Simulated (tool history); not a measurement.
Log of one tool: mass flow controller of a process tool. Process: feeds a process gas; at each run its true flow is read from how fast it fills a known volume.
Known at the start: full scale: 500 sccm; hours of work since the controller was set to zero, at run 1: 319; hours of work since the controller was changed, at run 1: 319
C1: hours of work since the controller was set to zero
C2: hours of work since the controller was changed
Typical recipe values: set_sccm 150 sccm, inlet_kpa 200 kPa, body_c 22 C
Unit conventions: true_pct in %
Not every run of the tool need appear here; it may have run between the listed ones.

{"run": 1, "day": 0.0, "set_sccm": 150, "inlet_kpa": 200, "body_c": 22, "C1": 319, "C2": 319, "true_pct": 98.56}
{"run": 2, "day": 2.15, "set_sccm": 150, "inlet_kpa": 200, "body_c": 22, "C1": 356, "C2": 356, "true_pct": 98.71}
{"run": 3, "day": 5.454, "set_sccm": 347, "inlet_kpa": 200, "body_c": 22, "C1": 413, "C2": 413, "true_pct": 99.59}
{"run": 4, "day": 7.667, "set_sccm": 347, "inlet_kpa": 200, "body_c": 22, "C1": 451, "C2": 451, "true_pct": 99.76}
{"run": 5, "day": 10.812, "set_sccm": 347, "inlet_kpa": 200, "body_c": 22, "C1": 505, "C2": 505, "true_pct": 99.68}
{"run": 6, "day": 13.688, "set_sccm": 347, "inlet_kpa": 200, "body_c": 22, "C1": 555, "C2": 555, "true_pct": 99.69}
{"run": 7, "day": 16.325, "set_sccm": 347, "inlet_kpa": 200, "body_c": 22, "C1": 600, "C2": 600, "true_pct": 99.66}
{"run": 8, "day": 21.446, "set_sccm": 347, "inlet_kpa": 200, "body_c": 22, "C1": 688, "C2": 688, "true_pct": 99.74}
{"run": 9, "day": 24.8, "set_sccm": 150, "inlet_kpa": 200, "body_c": 22, "C1": 746, "C2": 746, "true_pct": 99.01}
{"run": 10, "day": 28.692, "set_sccm": 150, "inlet_kpa": 200, "body_c": 35, "C1": 813, "C2": 813, "true_pct": 98.7}
{"run": 11, "day": 32.038, "set_sccm": 150, "inlet_kpa": 172, "body_c": 22, "C1": 870, "C2": 870, "true_pct": 98.84}
{"run": 12, "day": 37.196, "set_sccm": 150, "inlet_kpa": 200, "body_c": 22, "C1": 959, "C2": 959, "true_pct": 99.07}
{"run": 13, "day": 39.367, "set_sccm": 150, "inlet_kpa": 200, "body_c": 22, "C1": 996, "C2": 996, "true_pct": 99.26}
{"run": 14, "day": 43.688, "set_sccm": 150, "inlet_kpa": 200, "body_c": 22, "C1": 1070, "C2": 1070, "true_pct": 99.25}
{"run": 15, "day": 45.971, "set_sccm": 150, "inlet_kpa": 200, "body_c": 22, "C1": 1110, "C2": 1110, "true_pct": 99.32}
{"run": 16, "day": 49.338, "set_sccm": 150, "inlet_kpa": 200, "body_c": 22, "C1": 1168, "C2": 1168, "true_pct": 99.29}
{"run": 17, "day": 52.021, "set_sccm": 94, "inlet_kpa": 200, "body_c": 22, "C1": 1214, "C2": 1214, "true_pct": 99.63}
{"run": 18, "day": 54.567, "set_sccm": 94, "inlet_kpa": 200, "body_c": 22, "C1": 1258, "C2": 1258, "true_pct": 99.8}
{"run": 19, "day": 57.296, "set_sccm": 94, "inlet_kpa": 200, "body_c": 22, "C1": 1305, "C2": 1305, "true_pct": 99.87}
{"run": 20, "day": 62.262, "set_sccm": 94, "inlet_kpa": 200, "body_c": 28, "C1": 1390, "C2": 1390, "true_pct": 99.74}
{"run": 21, "day": 64.738, "set_sccm": 150, "inlet_kpa": 200, "body_c": 22, "C1": 1432, "C2": 1432, "true_pct": 99.54}
{"run": 22, "day": 69.612, "set_sccm": 150, "inlet_kpa": 144, "body_c": 22, "C1": 1516, "C2": 1516, "true_pct": 99.34}
{"run": 23, "day": 73.358, "set_sccm": 108, "inlet_kpa": 251, "body_c": 25, "C1": 1581, "C2": 1581, "true_pct": 100.17}
{"run": 24, "day": 76.283, "set_sccm": 108, "inlet_kpa": 251, "body_c": 25, "C1": 1631, "C2": 1631, "true_pct": 100.19}
{"run": 25, "day": 79.529, "set_sccm": 150, "inlet_kpa": 232, "body_c": 38, "C1": 1687, "C2": 1687, "true_pct": 99.59}
{"run": 26, "day": 84.171, "set_sccm": 161, "inlet_kpa": 201, "body_c": 40, "C1": 1767, "C2": 1767, "true_pct": 99.36}
{"run": 27, "day": 88.867, "set_sccm": 264, "inlet_kpa": 218, "body_c": 21, "C1": 1847, "C2": 1847, "true_pct": 100.17}
{"run": 28, "day": 92.1, "set_sccm": 150, "inlet_kpa": 161, "body_c": 22, "C1": 1903, "C2": 1903, "true_pct": 99.86}
{"run": 29, "day": 96.529, "set_sccm": 150, "inlet_kpa": 200, "body_c": 21, "C1": 1979, "C2": 1979, "true_pct": 100.07}
{"run": 30, "day": 99.992, "set_sccm": 213, "inlet_kpa": 227, "body_c": 31, "C1": 2039, "C2": 2039, "true_pct": 99.98}
{"run": 31, "day": 103.379, "set_sccm": 213, "inlet_kpa": 227, "body_c": 31, "C1": 2097, "C2": 2097, "true_pct": 99.98}
{"run": 32, "day": 108.588, "set_sccm": 374, "inlet_kpa": 142, "body_c": 36, "C1": 2186, "C2": 2186, "true_pct": 99.98}
{"run": 33, "day": 110.733, "set_sccm": 66, "inlet_kpa": 252, "body_c": 33, "C1": 2223, "C2": 2223, "true_pct": 101.96}
{"run": 34, "day": 113.504, "set_sccm": 150, "inlet_kpa": 224, "body_c": 27, "C1": 2271, "C2": 2271, "true_pct": 100.39}
{"run": 35, "day": 116.729, "set_sccm": 65, "inlet_kpa": 140, "body_c": 22, "C1": 2326, "C2": 2326, "true_pct": 101.88}
{"run": 36, "day": 118.95, "set_sccm": 150, "inlet_kpa": 149, "body_c": 22, "C1": 2365, "C2": 2365, "true_pct": 100.36}
{"run": 37, "day": 123.162, "set_sccm": 54, "inlet_kpa": 200, "body_c": 30, "C1": 2437, "C2": 2437, "true_pct": 103.03}
{"run": 38, "day": 126.238, "set_sccm": 193, "inlet_kpa": 200, "body_c": 20, "C1": 2490, "C2": 2490, "true_pct": 100.44}
{"run": 39, "day": 128.821, "set_sccm": 77, "inlet_kpa": 246, "body_c": 26, "C1": 2534, "C2": 2534, "true_pct": 102.1}
{"run": 40, "day": 132.071, "set_sccm": 361, "inlet_kpa": 246, "body_c": 26, "C1": 2590, "C2": 2590, "true_pct": 100.79}
{"run": 41, "day": 135.542, "set_sccm": 361, "inlet_kpa": 160, "body_c": 31, "C1": 2650, "C2": 2650, "true_pct": 100.32}
{"run": 42, "day": 139.017, "set_sccm": 361, "inlet_kpa": 160, "body_c": 31, "C1": 2710, "C2": 2710, "true_pct": 100.33}

How would selected steps in true_pct from run to run divide? Give the signed amount a tool lacking its hidden state would still show from settings, what came in and random variation, and the signed amount left for the hidden state, including any gauge scatter that is not in both of the compared results.
Hidden conditions of the tool in this case: flow at rest that the sensor doesn't see, % of full scale; true flow over the shown one, %; drift of the gauge itself on true_pct, %.
Run 32 -> 33: set_sccm 374 -> 66, inlet_kpa 142 -> 252, body_c 36 -> 33. true_pct +1.98 %: hidden state +3.22, all else -1.24.
Run 36 -> 37: set_sccm 150 -> 54, inlet_kpa 149 -> 200, body_c 22 -> 30. true_pct +2.67 %: hidden state +3.40, all else -0.73.
Run 37 -> 38: set_sccm 54 -> 193, body_c 30 -> 20. true_pct -2.59 %: hidden state -3.71, all else +1.12.
